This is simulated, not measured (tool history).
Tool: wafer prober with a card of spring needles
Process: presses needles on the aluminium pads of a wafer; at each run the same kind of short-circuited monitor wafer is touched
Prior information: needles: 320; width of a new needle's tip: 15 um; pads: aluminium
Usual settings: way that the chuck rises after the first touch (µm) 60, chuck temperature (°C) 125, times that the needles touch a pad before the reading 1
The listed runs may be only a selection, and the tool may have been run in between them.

run	hour	way that the chuck rises after the first touch (µm)	chuck temperature (°C)	times that the needles touch a pad before the reading	resistance of one needle with its contact and lead (mohm)	way that a needle slides on the pad (µm)
1	0.0	60	125	1	286	15.13
# hour 3.2: tips cleaned on abrasive film
# hour 13.4: tips cleaned on abrasive film
2	19.1	60	125	1	285	15.20
# hour 22.8: tips cleaned on abrasive film
# hour 32.0: tips cleaned on abrasive film
3	37.7	60	125	1	283	15.12
# hour 41.7: tips cleaned on abrasive film
# hour 50.9: tips cleaned on abrasive film
4	50.9	48	125	1	279	12.06
# hour 61.2: tips cleaned on abrasive film
# hour 70.5: tips cleaned on abrasive film
5	71.7	48	125	1	280	12.08
# hour 79.9: tips cleaned on abrasive film
# hour 89.9: tips cleaned on abrasive film
6	94.3	48	125	1	293	12.00
# hour 100.0: tips cleaned on abrasive film
7	107.3	48	125	1	310	12.06
# hour 110.7: tips cleaned on abrasive film
# hour 120.7: tips cleaned on abrasive film
8	128.3	48	125	1	315	12.01
# hour 129.6: tips cleaned on abrasive film
# hour 139.7: tips cleaned on abrasive film
# hour 149.8: tips cleaned on abrasive film
9	150.2	48	125	1	274	11.97
# hour 159.1: tips cleaned on abrasive film
# hour 167.0: height of the first contact set anew
# hour 169.4: tips cleaned on abrasive film
10	173.1	48	125	1	297	12.23
# hour 179.6: tips cleaned on abrasive film
11	188.3	60	125	1	289	15.25
# hour 190.4: tips cleaned on abrasive film
# hour 200.4: tips cleaned on abrasive film
# hour 209.4: tips cleaned on abrasive film
12	209.4	60	125	1	270	15.21
# hour 219.2: tips cleaned on abrasive film
13	225.8	60	125	1	296	15.23
# hour 228.3: tips cleaned on abrasive film
# hour 237.9: tips cleaned on abrasive film
14	239.9	60	125	1	275	15.22

Expected results for the next run?
# hour 247.3: tips cleaned on abrasive film
15	249.7	42	69	1	?	?

{"run 15": {"resistance of one needle with its contact and lead (mohm)": 287, "way that a needle slides on the pad (µm)": 10.61}}
Were there no unlogged condition in the tool, this run, its random variation unchanged, would have produced resistance of one needle with its contact and lead (mohm) 260, way that a needle slides on the pad (µm) 10.71.

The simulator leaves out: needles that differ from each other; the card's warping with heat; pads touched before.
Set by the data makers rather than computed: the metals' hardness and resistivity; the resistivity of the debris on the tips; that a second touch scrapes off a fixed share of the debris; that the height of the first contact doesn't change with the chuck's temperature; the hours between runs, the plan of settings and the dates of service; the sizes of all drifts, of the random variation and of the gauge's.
